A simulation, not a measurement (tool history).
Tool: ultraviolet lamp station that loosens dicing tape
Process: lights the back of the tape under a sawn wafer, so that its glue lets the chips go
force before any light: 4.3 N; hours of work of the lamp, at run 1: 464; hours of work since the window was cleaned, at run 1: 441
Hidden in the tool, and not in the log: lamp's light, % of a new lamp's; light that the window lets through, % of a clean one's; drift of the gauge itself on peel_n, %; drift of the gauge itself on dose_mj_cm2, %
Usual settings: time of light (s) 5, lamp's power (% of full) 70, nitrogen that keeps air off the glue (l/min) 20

run,day,time of light (s),lamp's power (% of full),nitrogen that keeps air off the glue (l/min),hours of work of the lamp,hours of work since the window was cleaned,force that peels the tape off (N),light that reached the tape (mJ/cm2)
1,0.000,5,70,20,464,441,0.198,238
2,0.904,6,70,20,476,453,0.157,285
3,1.842,6,70,20,488,465,0.168,284
4,2.546,5,70,38,497,474,0.182,235
5,3.529,5,67,20,510,487,0.218,222
6,4.388,5,67,20,521,498,0.232,227
7,4.875,5,67,20,527,504,0.233,230
8,5.696,5,70,21,538,515,0.197,234
9,6.346,5,70,21,547,523,0.198,238
10,6.979,5,70,12,555,531,0.268,237
11,7.996,4,70,20,568,544,0.296,191
12,9.000,2,70,20,581,557,0.990,93
13,9.788,2,70,20,591,568,0.956,97
# day 9.958: window cleaned of glue's vapour
14,10.717,2,70,20,603,10,0.933,94
15,11.679,2,70,20,615,22,0.939,96
16,12.221,2,70,20,622,29,0.937,93
17,13.204,2,70,20,635,42,0.939,98
18,13.771,2,70,20,642,49,0.971,95
19,14.562,5,70,9,653,60,0.297,239
20,15.033,5,85,9,659,66,0.206,289
21,15.625,5,85,9,666,73,0.221,288
22,16.254,5,70,14,675,82,0.233,238
23,16.800,2,77,16,682,89,0.903,105
24,17.325,2,77,16,688,95,0.887,99
25,18.104,5,96,18,698,105,0.153,330
26,19.025,7,96,7,710,117,0.155,460
27,20.121,7,96,7,725,132,0.153,450
28,21.067,4,96,29,737,144,0.169,259
29,21.992,4,96,29,749,156,0.164,260
30,23.054,5,67,6,763,170,0.410,227
31,23.671,5,67,6,771,178,0.410,221
32,24.262,5,71,13,778,185,0.243,243
33,24.971,5,71,13,787,194,0.239,236
34,25.988,3,87,20,801,208,0.339,180
35,26.504,3,87,20,807,214,0.326,175
36,27.058,2,79,10,814,221,1.012,109

Forecast each of these 5 alternatives for the next run:
A,27.875,2,84,10,825,232,?,?
B,27.875,8,70,20,825,232,?,?
C,27.875,2,79,12,825,232,?,?
D,27.875,3,70,20,825,232,?,?
E,27.875,4,96,10,825,232,?,?

run,force that peels the tape off (N),light that reached the tape (mJ/cm2)
A,0.960,116
B,0.153,383
C,0.956,106
D,0.493,146
E,0.225,258
Without the tool's hidden state the same runs would have given:
run,force that peels the tape off (N),light that reached the tape (mJ/cm2)
A,0.958,117
B,0.153,383
C,0.954,106
D,0.492,146
E,0.225,258
